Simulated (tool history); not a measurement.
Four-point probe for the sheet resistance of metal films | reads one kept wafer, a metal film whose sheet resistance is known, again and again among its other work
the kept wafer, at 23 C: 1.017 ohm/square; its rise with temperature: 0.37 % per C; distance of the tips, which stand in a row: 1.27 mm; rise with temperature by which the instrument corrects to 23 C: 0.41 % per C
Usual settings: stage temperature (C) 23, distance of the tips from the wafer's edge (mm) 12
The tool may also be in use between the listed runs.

run	hour	stage temperature (C)	distance of the tips from the wafer's edge (mm)	sheet resistance as the instrument gives it (ohm/square)
1	0	23	12	1.021433
2	68.7	23	12	1.022656
3	110.6	23	55	1.016808
4	171.8	23	55	1.016869
5	213.5	23	12	1.022975
6	287	20	12	1.024372
7	348.9	34	12	1.018881
8	388	34	12	1.019245
9	460.8	23	10	1.026637
10	520.2	22	65	1.019081
11	582.1	21	35	1.020007
12	630.5	24	12	1.02456
13	703.3	33	17	1.018569
14	758.1	25	12	1.024431
15	828.2	25	12	1.025512

The next listed run, before its measurement:
16	888.3	23	4	?

{"run 16": {"sheet resistance as the instrument gives it (ohm/square)": 1.072639}}
Without the tool's hidden state the same run would have given sheet resistance as the instrument gives it (ohm/square) 1.069256.
